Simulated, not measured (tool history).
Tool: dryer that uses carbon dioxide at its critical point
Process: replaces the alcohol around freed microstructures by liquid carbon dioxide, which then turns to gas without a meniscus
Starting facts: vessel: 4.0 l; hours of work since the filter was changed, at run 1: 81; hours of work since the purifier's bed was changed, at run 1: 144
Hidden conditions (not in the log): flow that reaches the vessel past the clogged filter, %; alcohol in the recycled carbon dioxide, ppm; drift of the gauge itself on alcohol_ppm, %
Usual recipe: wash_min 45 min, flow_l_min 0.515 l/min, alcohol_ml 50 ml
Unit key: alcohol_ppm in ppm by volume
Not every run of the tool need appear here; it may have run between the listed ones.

run,hour,wash_min,flow_l_min,alcohol_ml,hours of work since the filter was changed,hours of work since the purifier's bed was changed,alcohol_ppm
1,0.0,45,0.515,50,81,144,135
2,9.0,45,0.515,50,88,151,157
3,16.7,45,0.515,50,94,157,154
4,20.6,45,0.515,50,97,161,154
5,28.8,45,0.515,50,103,167,156
6,37.7,45,0.515,50,110,174,157
7,45.7,45,0.515,50,117,180,164
8,53.3,45,0.515,50,123,186,168
9,61.0,45,0.515,50,129,192,159
10,64.9,45,0.515,50,132,195,175
11,73.1,40,0.458,38,138,202,309
12,81.6,44,0.515,52,145,208,180
13,88.8,28,0.542,114,150,214,1540
14,93.5,28,0.854,114,154,218,265
15,98.6,30,0.489,50,158,222,771
16,107.0,30,0.522,100,165,228,1237
17,111.8,30,0.583,62,168,232,520
18,116.7,72,0.485,62,172,236,50
19,124.9,72,0.485,62,179,242,53

Consider 5 possible next runs. They are alternatives, not a sequence: every one starts from the tool as it was left by run 19. What does each give?
A,130.7,69,0.624,26,183,247,?
B,130.7,56,0.660,50,183,247,?
C,130.7,45,0.461,50,183,247,?
D,130.7,72,0.485,65,183,247,?
E,130.7,29,0.325,34,183,247,?

run,alcohol_ppm
A,36
B,41
C,276
D,54
E,1517
Stripped of hidden state, with their random variation kept, the same runs would have yielded:
run,alcohol_ppm
A,5
B,6
C,199
D,17
E,1359

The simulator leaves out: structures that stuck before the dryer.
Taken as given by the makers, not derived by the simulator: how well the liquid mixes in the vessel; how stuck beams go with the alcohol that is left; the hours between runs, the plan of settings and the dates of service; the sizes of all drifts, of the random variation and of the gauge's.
